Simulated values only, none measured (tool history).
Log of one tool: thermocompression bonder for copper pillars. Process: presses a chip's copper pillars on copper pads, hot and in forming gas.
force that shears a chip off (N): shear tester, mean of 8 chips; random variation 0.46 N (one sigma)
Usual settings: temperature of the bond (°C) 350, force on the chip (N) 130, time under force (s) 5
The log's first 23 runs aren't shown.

run	hour	temperature of the bond (°C)	force on the chip (N)	time under force (s)	hours of work since the heater was calibrated	hours of work since the force cell was calibrated	hours of work since the gas filter was changed	force that shears a chip off (N)
# hour 380.3: force cell calibrated, once more
24	386.8	326	130	6	803	3	183	66.9
25	410.4	322	130	3	813	13	193	49.2
26	421.4	322	130	3	818	18	198	49.0
27	439.9	350	89	5	826	26	206	60.0
28	464.5	350	89	5	837	37	217	60.3
29	476.3	349	94	5	842	42	222	62.7
30	495.3	349	94	5	850	50	230	62.7
31	519.6	339	81	11	861	61	241	63.5
32	543.9	350	130	4	871	71	251	75.8
33	563.1	373	152	4	880	80	260	103.5
34	576.4	354	130	5	885	85	265	84.4
# hour 586.7: heater calibrated with a thermocouple chip
35	590.1	354	130	5	1	91	270	90.6
36	613.5	371	188	5	12	101	281	120.9
37	628.7	371	188	5	18	107	287	122.0
38	641.6	358	130	5	24	113	293	93.1
39	662.0	358	130	5	33	122	302	92.7
40	683.0	369	104	4	42	131	311	81.1
41	697.4	369	104	4	48	137	317	81.8

Forecast each of these 3 alternatives for the next run:
A	707.9	325	104	7	53	142	322	?
B	707.9	350	92	10	53	142	322	?
C	707.9	357	138	3	53	142	322	?

run	force that shears a chip off (N)
A	60.3
B	81.7
C	83.4
Without the tool's hidden state the same runs would have given:
run	force that shears a chip off (N)
A	63.2
B	85.9
C	87.6

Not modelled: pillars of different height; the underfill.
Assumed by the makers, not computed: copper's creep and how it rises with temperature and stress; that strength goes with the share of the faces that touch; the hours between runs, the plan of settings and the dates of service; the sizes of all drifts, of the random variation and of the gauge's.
